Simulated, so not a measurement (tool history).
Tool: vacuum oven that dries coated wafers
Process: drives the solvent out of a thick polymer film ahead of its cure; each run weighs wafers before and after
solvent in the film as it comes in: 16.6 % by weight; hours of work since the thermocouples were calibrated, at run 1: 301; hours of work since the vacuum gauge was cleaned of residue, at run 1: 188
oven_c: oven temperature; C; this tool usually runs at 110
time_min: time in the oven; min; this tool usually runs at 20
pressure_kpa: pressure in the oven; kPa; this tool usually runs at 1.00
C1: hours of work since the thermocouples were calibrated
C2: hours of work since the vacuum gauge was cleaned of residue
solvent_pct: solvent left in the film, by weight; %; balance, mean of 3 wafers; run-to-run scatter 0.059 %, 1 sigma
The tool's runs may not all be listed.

{"run": 1, "hour": 0.0, "oven_c": 110, "time_min": 20, "pressure_kpa": 1.0, "C1": 301, "C2": 188, "solvent_pct": 3.07}
{"run": 2, "hour": 11.9, "oven_c": 110, "time_min": 20, "pressure_kpa": 1.0, "C1": 307, "C2": 194, "solvent_pct": 3.02}
{"run": 3, "hour": 20.8, "oven_c": 110, "time_min": 20, "pressure_kpa": 1.0, "C1": 311, "C2": 198, "solvent_pct": 2.97}
{"run": 4, "hour": 28.8, "oven_c": 110, "time_min": 20, "pressure_kpa": 1.0, "C1": 315, "C2": 202, "solvent_pct": 2.95}
{"run": 5, "hour": 39.9, "oven_c": 110, "time_min": 20, "pressure_kpa": 1.0, "C1": 320, "C2": 207, "solvent_pct": 3.0}
{"run": 6, "hour": 52.6, "oven_c": 110, "time_min": 20, "pressure_kpa": 1.0, "C1": 326, "C2": 213, "solvent_pct": 3.13}
{"run": 7, "hour": 60.4, "oven_c": 110, "time_min": 20, "pressure_kpa": 1.0, "C1": 330, "C2": 217, "solvent_pct": 2.93}
{"run": 8, "hour": 67.8, "oven_c": 98, "time_min": 20, "pressure_kpa": 1.0, "C1": 333, "C2": 221, "solvent_pct": 7.02}
{"run": 9, "hour": 78.5, "oven_c": 98, "time_min": 20, "pressure_kpa": 1.0, "C1": 339, "C2": 226, "solvent_pct": 7.08}
{"run": 10, "hour": 88.6, "oven_c": 98, "time_min": 20, "pressure_kpa": 1.0, "C1": 343, "C2": 230, "solvent_pct": 6.93}
{"run": 11, "hour": 94.5, "oven_c": 123, "time_min": 20, "pressure_kpa": 1.0, "C1": 346, "C2": 233, "solvent_pct": 0.6}
{"run": 12, "hour": 104.1, "oven_c": 123, "time_min": 20, "pressure_kpa": 1.0, "C1": 351, "C2": 238, "solvent_pct": 0.69}
{"run": 13, "hour": 113.0, "oven_c": 123, "time_min": 20, "pressure_kpa": 1.0, "C1": 355, "C2": 242, "solvent_pct": 0.65}
{"run": 14, "hour": 123.2, "oven_c": 110, "time_min": 12, "pressure_kpa": 1.0, "C1": 360, "C2": 247, "solvent_pct": 5.44}
{"run": 15, "hour": 132.2, "oven_c": 110, "time_min": 20, "pressure_kpa": 1.0, "C1": 364, "C2": 251, "solvent_pct": 2.99}
{"run": 16, "hour": 143.1, "oven_c": 110, "time_min": 20, "pressure_kpa": 1.0, "C1": 369, "C2": 256, "solvent_pct": 3.03}
{"hour": 145.4, "done": "vacuum gauge cleaned of residue and calibrated"}
{"run": 17, "hour": 155.4, "oven_c": 110, "time_min": 20, "pressure_kpa": 1.0, "C1": 374, "C2": 5, "solvent_pct": 3.03}
{"run": 18, "hour": 165.6, "oven_c": 110, "time_min": 20, "pressure_kpa": 1.0, "C1": 379, "C2": 10, "solvent_pct": 3.03}
{"run": 19, "hour": 175.1, "oven_c": 110, "time_min": 20, "pressure_kpa": 1.0, "C1": 384, "C2": 14, "solvent_pct": 3.05}
{"run": 20, "hour": 186.1, "oven_c": 104, "time_min": 10, "pressure_kpa": 2.3, "C1": 389, "C2": 19, "solvent_pct": 8.46}
{"run": 21, "hour": 193.0, "oven_c": 110, "time_min": 11, "pressure_kpa": 1.0, "C1": 392, "C2": 23, "solvent_pct": 5.69}
{"run": 22, "hour": 201.3, "oven_c": 118, "time_min": 32, "pressure_kpa": 1.08, "C1": 396, "C2": 26, "solvent_pct": 0.6}
{"run": 23, "hour": 212.5, "oven_c": 118, "time_min": 32, "pressure_kpa": 1.94, "C1": 401, "C2": 32, "solvent_pct": 0.88}
{"hour": 220.6, "done": "vacuum gauge cleaned of residue and calibrated, once more"}
{"run": 24, "hour": 223.0, "oven_c": 118, "time_min": 20, "pressure_kpa": 0.67, "C1": 406, "C2": 1, "solvent_pct": 1.08}
{"run": 25, "hour": 231.1, "oven_c": 97, "time_min": 17, "pressure_kpa": 2.19, "C1": 409, "C2": 5, "solvent_pct": 8.58}
{"run": 26, "hour": 240.0, "oven_c": 95, "time_min": 27, "pressure_kpa": 1.0, "C1": 414, "C2": 9, "solvent_pct": 6.79}
{"run": 27, "hour": 248.0, "oven_c": 121, "time_min": 31, "pressure_kpa": 1.0, "C1": 417, "C2": 13, "solvent_pct": 0.5}
{"run": 28, "hour": 258.8, "oven_c": 102, "time_min": 18, "pressure_kpa": 1.06, "C1": 423, "C2": 18, "solvent_pct": 6.12}
{"run": 29, "hour": 270.3, "oven_c": 110, "time_min": 20, "pressure_kpa": 2.39, "C1": 428, "C2": 24, "solvent_pct": 3.44}
{"run": 30, "hour": 278.1, "oven_c": 110, "time_min": 20, "pressure_kpa": 2.39, "C1": 432, "C2": 27, "solvent_pct": 3.53}
{"run": 31, "hour": 288.1, "oven_c": 110, "time_min": 20, "pressure_kpa": 3.05, "C1": 436, "C2": 32, "solvent_pct": 3.84}
{"run": 32, "hour": 295.8, "oven_c": 110, "time_min": 20, "pressure_kpa": 2.73, "C1": 440, "C2": 36, "solvent_pct": 3.71}
{"run": 33, "hour": 307.8, "oven_c": 110, "time_min": 20, "pressure_kpa": 2.73, "C1": 446, "C2": 41, "solvent_pct": 3.61}
{"run": 34, "hour": 319.1, "oven_c": 113, "time_min": 23, "pressure_kpa": 1.3, "C1": 451, "C2": 47, "solvent_pct": 1.83}

What differs in the tool's unlogged condition from the final listed run ahead of each entry between runs to the first listed run following it?
Runs 16 to 17: vacuum gauge cleaned of residue and calibrated (hour 145.4)
  true wafer temperature over the reading, C: 0.37 -> 0.38; true pressure over the reading, kPa: 0.05 -> 0.068
  difference, measured minus the result without the unlogged condition, solvent_pct: -0.08 -> -0.09 %
Runs 23 to 24: vacuum gauge cleaned of residue and calibrated, once more (hour 220.6)
  true wafer temperature over the reading, C: 0.42 -> 0.43; true pressure over the reading, kPa: 0.072 -> -0.005
  difference, measured minus the result without the unlogged condition, solvent_pct: +0.00 -> -0.06 %
